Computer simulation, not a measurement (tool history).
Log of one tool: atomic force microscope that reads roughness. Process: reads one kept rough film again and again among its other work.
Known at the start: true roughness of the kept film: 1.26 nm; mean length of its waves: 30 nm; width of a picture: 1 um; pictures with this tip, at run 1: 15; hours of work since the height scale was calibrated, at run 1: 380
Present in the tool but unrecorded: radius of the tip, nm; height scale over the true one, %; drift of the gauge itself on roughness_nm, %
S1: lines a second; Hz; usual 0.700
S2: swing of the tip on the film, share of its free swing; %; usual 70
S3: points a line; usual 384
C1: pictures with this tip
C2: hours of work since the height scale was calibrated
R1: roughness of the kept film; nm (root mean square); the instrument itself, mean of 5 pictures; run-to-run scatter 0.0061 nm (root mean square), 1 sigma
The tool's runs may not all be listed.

run	hour	S1	S2	S3	C1	C2	R1
1	0.0	0.700	70	384	15	380	1.134
2	10.4	0.700	70	384	41	388	1.132
3	23.9	0.700	70	384	75	398	1.110
4	35.0	0.700	70	384	102	406	1.124
5	47.0	0.700	77	384	132	415	1.076
6	58.3	0.700	77	384	160	424	1.073
7	70.6	0.700	77	384	190	433	1.071
8	76.5	0.700	77	384	205	437	1.068
9	89.1	0.700	77	384	236	447	1.051
# hour 102.6: new tip fitted
10	102.7	0.700	77	384	0	456	1.111
11	113.6	0.700	77	384	27	465	1.116
12	123.2	0.700	77	384	51	472	1.103
13	133.8	0.700	70	384	77	480	1.117
14	145.6	0.700	70	384	106	489	1.091
15	155.3	0.700	70	384	130	496	1.097
16	164.7	0.700	59	384	154	503	1.114
17	176.0	0.700	59	384	182	512	1.112
18	184.2	0.700	59	384	202	518	1.097
19	191.7	0.700	59	384	221	523	1.099
20	204.6	0.700	86	384	253	533	1.011
# hour 211.4: new tip fitted
21	214.3	0.700	86	384	8	540	1.083
# hour 216.2: height scale calibrated on a step standard
22	223.3	0.621	86	587	27	5	1.081
23	231.1	0.621	86	906	47	11	1.080
24	240.6	0.700	64	322	70	18	1.123
25	247.9	0.700	64	322	89	24	1.117
26	258.8	3.452	71	384	115	32	0.935
# hour 261.0: height scale calibrated on a step standard, once more
27	269.5	3.452	71	384	140	6	0.934
28	282.8	3.452	74	841	173	16	0.895
29	290.5	3.363	71	384	192	22	0.925
30	300.2	3.363	63	384	216	29	0.990
31	311.3	3.953	70	384	243	38	0.900
32	318.2	3.953	70	384	260	43	0.880
# hour 321.9: new tip fitted
33	327.0	3.953	85	350	13	49	0.764
34	337.1	3.953	85	350	38	57	0.767
35	343.0	3.953	70	620	53	61	0.944
36	354.0	0.700	78	886	80	69	1.096
37	361.4	0.700	78	886	98	75	1.087
38	373.4	0.822	69	492	128	84	1.098
39	380.3	0.822	69	492	145	89	1.093
40	393.7	0.700	67	897	178	99	1.103
41	400.5	3.126	78	1009	195	104	0.876
42	411.3	0.601	89	1009	222	112	1.034

For each entry between runs, how does the tool's hidden state at the last listed run before it compare with that at the first listed run after it?
Runs 9 to 10: new tip fitted (hour 102.6)
  radius of the tip, nm: 21.5 -> 10.9
  measured result minus the result with no hidden state, R1: -0.058 -> +0.000 nm (root mean square)
Runs 20 to 21: new tip fitted (hour 211.4)
  radius of the tip, nm: 23.1 -> 11.3
  measured result minus the result with no hidden state, R1: -0.064 -> -0.002 nm (root mean square)
Runs 21 to 22: height scale calibrated on a step standard (hour 216.2)
  radius of the tip, nm: 11.3 -> 12.3; height scale over the true one, %: 0.48 -> 0.71
  measured result minus the result with no hidden state, R1: -0.002 -> -0.005 nm (root mean square)
Runs 26 to 27: height scale calibrated on a step standard, once more (hour 261.0)
  radius of the tip, nm: 16.3 -> 17.5; height scale over the true one, %: 0.72 -> 0.1
  measured result minus the result with no hidden state, R1: -0.024 -> -0.035 nm (root mean square)
Runs 32 to 33: new tip fitted (hour 321.9)
  radius of the tip, nm: 23.4 -> 11
  measured result minus the result with no hidden state, R1: -0.061 -> -0.003 nm (root mean square)
